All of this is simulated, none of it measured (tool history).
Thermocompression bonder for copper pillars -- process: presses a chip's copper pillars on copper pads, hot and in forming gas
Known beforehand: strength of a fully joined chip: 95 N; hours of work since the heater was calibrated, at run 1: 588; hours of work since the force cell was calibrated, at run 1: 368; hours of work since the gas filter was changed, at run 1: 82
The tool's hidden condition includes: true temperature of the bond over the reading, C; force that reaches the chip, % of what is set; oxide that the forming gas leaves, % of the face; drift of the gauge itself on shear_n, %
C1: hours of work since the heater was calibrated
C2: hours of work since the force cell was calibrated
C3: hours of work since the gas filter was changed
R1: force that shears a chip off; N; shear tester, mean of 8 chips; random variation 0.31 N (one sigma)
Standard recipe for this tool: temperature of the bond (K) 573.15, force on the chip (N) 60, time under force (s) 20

run 1 day=0 | temperature_of_the_bond_(K)=573.15 force_on_the_chip_(N)=60 time_under_force_(s)=20 | C1=588 C2=368 C3=82 | R1=63.5
run 2 day=1.012 | temperature_of_the_bond_(K)=573.15 force_on_the_chip_(N)=60 time_under_force_(s)=20 | C1=606 C2=386 C3=100 | R1=63.6
run 3 day=1.667 | temperature_of_the_bond_(K)=573.15 force_on_the_chip_(N)=60 time_under_force_(s)=20 | C1=618 C2=397 C3=112 | R1=62.8
run 4 day=2.3 | temperature_of_the_bond_(K)=573.15 force_on_the_chip_(N)=60 time_under_force_(s)=20 | C1=629 C2=409 C3=123 | R1=62.4
run 5 day=2.862 | temperature_of_the_bond_(K)=573.15 force_on_the_chip_(N)=60 time_under_force_(s)=23 | C1=639 C2=419 C3=133 | R1=64.9
run 6 day=3.417 | temperature_of_the_bond_(K)=573.15 force_on_the_chip_(N)=60 time_under_force_(s)=23 | C1=649 C2=428 C3=143 | R1=65.2
run 7 day=4.062 | temperature_of_the_bond_(K)=573.15 force_on_the_chip_(N)=60 time_under_force_(s)=20 | C1=660 C2=440 C3=154 | R1=62.6
-- day=4.629 forming gas filter changed
run 8 day=4.921 | temperature_of_the_bond_(K)=573.15 force_on_the_chip_(N)=60 time_under_force_(s)=20 | C1=675 C2=455 C3=5 | R1=65
run 9 day=5.379 | temperature_of_the_bond_(K)=573.15 force_on_the_chip_(N)=60 time_under_force_(s)=20 | C1=683 C2=463 C3=13 | R1=64.5
run 10 day=6.254 | temperature_of_the_bond_(K)=573.15 force_on_the_chip_(N)=60 time_under_force_(s)=20 | C1=699 C2=478 C3=29 | R1=64.3
run 11 day=6.692 | temperature_of_the_bond_(K)=573.15 force_on_the_chip_(N)=60 time_under_force_(s)=38 | C1=706 C2=486 C3=37 | R1=74.7
run 12 day=7.629 | temperature_of_the_bond_(K)=600.15 force_on_the_chip_(N)=60 time_under_force_(s)=20 | C1=723 C2=503 C3=53 | R1=73
run 13 day=8.171 | temperature_of_the_bond_(K)=600.15 force_on_the_chip_(N)=60 time_under_force_(s)=20 | C1=733 C2=512 C3=63 | R1=73
run 14 day=8.775 | temperature_of_the_bond_(K)=573.15 force_on_the_chip_(N)=60 time_under_force_(s)=20 | C1=743 C2=523 C3=74 | R1=63.9
run 15 day=9.542 | temperature_of_the_bond_(K)=551.15 force_on_the_chip_(N)=50 time_under_force_(s)=24 | C1=757 C2=537 C3=87 | R1=52.5
run 16 day=10.396 | temperature_of_the_bond_(K)=572.15 force_on_the_chip_(N)=65 time_under_force_(s)=14 | C1=772 C2=552 C3=102 | R1=58.5
run 17 day=10.833 | temperature_of_the_bond_(K)=572.15 force_on_the_chip_(N)=65 time_under_force_(s)=14 | C1=780 C2=560 C3=110 | R1=58.4
run 18 day=11.3 | temperature_of_the_bond_(K)=573.15 force_on_the_chip_(N)=82 time_under_force_(s)=20 | C1=788 C2=568 C3=118 | R1=70.9
run 19 day=12.279 | temperature_of_the_bond_(K)=573.15 force_on_the_chip_(N)=82 time_under_force_(s)=20 | C1=805 C2=585 C3=136 | R1=70.5
run 20 day=13.088 | temperature_of_the_bond_(K)=579.15 force_on_the_chip_(N)=62 time_under_force_(s)=12 | C1=820 C2=600 C3=150 | R1=55.6
-- day=13.838 forming gas filter changed
run 21 day=13.838 | temperature_of_the_bond_(K)=579.15 force_on_the_chip_(N)=44 time_under_force_(s)=59 | C1=833 C2=612 C3=0 | R1=76.3
run 22 day=14.442 | temperature_of_the_bond_(K)=590.15 force_on_the_chip_(N)=60 time_under_force_(s)=59 | C1=843 C2=623 C3=11 | R1=85.7
run 23 day=14.867 | temperature_of_the_bond_(K)=573.15 force_on_the_chip_(N)=57 time_under_force_(s)=35 | C1=851 C2=631 C3=18 | R1=73.1
run 24 day=15.721 | temperature_of_the_bond_(K)=591.15 force_on_the_chip_(N)=70 time_under_force_(s)=12 | C1=866 C2=646 C3=33 | R1=66.2
run 25 day=16.296 | temperature_of_the_bond_(K)=591.15 force_on_the_chip_(N)=70 time_under_force_(s)=12 | C1=876 C2=656 C3=44 | R1=66.3
run 26 day=16.767 | temperature_of_the_bond_(K)=591.15 force_on_the_chip_(N)=70 time_under_force_(s)=12 | C1=885 C2=664 C3=52 | R1=66.2
run 27 day=17.492 | temperature_of_the_bond_(K)=573.15 force_on_the_chip_(N)=60 time_under_force_(s)=12 | C1=897 C2=677 C3=65 | R1=54.6

Alternative continuations, all from the tool just after run 27; predict every row:
run A day=18.267 | temperature_of_the_bond_(K)=587.15 force_on_the_chip_(N)=51 time_under_force_(s)=18 | C1=911 C2=691 C3=79 | R1=?
run B day=18.267 | temperature_of_the_bond_(K)=602.15 force_on_the_chip_(N)=50 time_under_force_(s)=11 | C1=911 C2=691 C3=79 | R1=?
run C day=18.267 | temperature_of_the_bond_(K)=577.15 force_on_the_chip_(N)=38 time_under_force_(s)=20 | C1=911 C2=691 C3=79 | R1=?
run D day=18.267 | temperature_of_the_bond_(K)=552.15 force_on_the_chip_(N)=60 time_under_force_(s)=15 | C1=911 C2=691 C3=79 | R1=?
run E day=18.267 | temperature_of_the_bond_(K)=568.15 force_on_the_chip_(N)=80 time_under_force_(s)=46 | C1=911 C2=691 C3=79 | R1=?

run=A R1=61.6
run=B R1=57.5
run=C R1=51.2
run=D R1=50.1
run=E R1=81
With no hidden state in the tool, these same runs would have given:
run=A R1=65.6
run=B R1=61.3
run=C R1=54.9
run=D R1=53.8
run=E R1=84.8

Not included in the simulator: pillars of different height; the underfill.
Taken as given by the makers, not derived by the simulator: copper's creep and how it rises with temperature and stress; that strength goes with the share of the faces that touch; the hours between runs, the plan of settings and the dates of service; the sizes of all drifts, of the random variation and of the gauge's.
